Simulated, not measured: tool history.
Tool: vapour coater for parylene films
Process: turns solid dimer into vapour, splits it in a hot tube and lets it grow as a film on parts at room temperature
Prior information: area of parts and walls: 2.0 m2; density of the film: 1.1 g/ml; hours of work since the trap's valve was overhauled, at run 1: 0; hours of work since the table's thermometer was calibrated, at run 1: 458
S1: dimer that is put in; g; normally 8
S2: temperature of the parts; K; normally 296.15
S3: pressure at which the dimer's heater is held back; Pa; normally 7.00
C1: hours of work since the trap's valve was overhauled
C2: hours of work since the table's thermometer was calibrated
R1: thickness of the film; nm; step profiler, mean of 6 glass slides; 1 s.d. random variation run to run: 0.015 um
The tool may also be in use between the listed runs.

run	day	S1	S2	S3	C1	C2	R1
1	0.000	8	296.15	7.00	0	458	1800
2	2.721	8	296.15	7.00	46	504	1730
3	6.304	8	297.15	7.00	107	565	1680
4	8.504	8	296.15	7.00	145	602	1700
5	10.208	8	296.15	7.00	174	631	1690
# day 13.362: trap's valve overhauled
6	13.362	8	296.15	7.00	0	682	1810
7	16.617	10	296.15	7.00	55	737	2170
8	20.025	14	296.15	7.00	113	795	3010
9	22.588	14	296.15	7.00	157	839	2920
10	25.496	8	294.15	7.00	206	888	1780
# day 26.800: trap's valve overhauled
11	28.475	8	296.15	6.64	28	936	1790
12	31.038	8	296.15	6.64	72	979	1750
13	34.475	8	296.15	10.00	130	1038	1610
14	36.588	8	296.15	9.23	166	1074	1620
15	38.542	8	296.15	9.23	200	1107	1560
# day 40.233: trap's valve overhauled
16	41.696	8	296.15	9.23	25	1158	1680
17	44.583	8	296.15	9.23	74	1207	1650
# day 47.379: table's thermometer calibrated
18	48.188	4	299.15	5.44	134	14	820
19	50.029	4	297.15	10.37	166	45	770
# day 53.500: trap's valve overhauled
20	53.500	4	297.15	10.37	0	101	840
21	56.642	8	289.15	8.48	53	155	2070
22	59.825	3	296.15	11.68	107	209	600
23	62.150	6	296.15	5.76	147	248	1300
24	64.317	9	304.15	8.38	184	285	1500
# day 66.771: trap's valve overhauled
25	67.296	4	304.15	2.05	9	333	880
26	69.488	4	296.15	4.97	46	370	950
27	72.333	6	298.15	9.99	95	419	1170
28	74.104	9	298.15	9.99	125	449	1720
29	76.708	12	298.15	5.40	169	493	2460

4 options for the next run, each taken on its own from the tool as it stands now. Forecast them:
A	79.054	5	295.15	2.09	209	533	?
B	79.054	12	304.15	3.32	209	533	?
C	79.054	8	295.15	7.00	209	533	?
D	79.054	9	298.15	7.52	209	533	?

run	R1
A	1290
B	2220
C	1690
D	1760
Without the tool's hidden state the same runs would have given:
run	R1
A	1400
B	2410
C	1830
D	1900
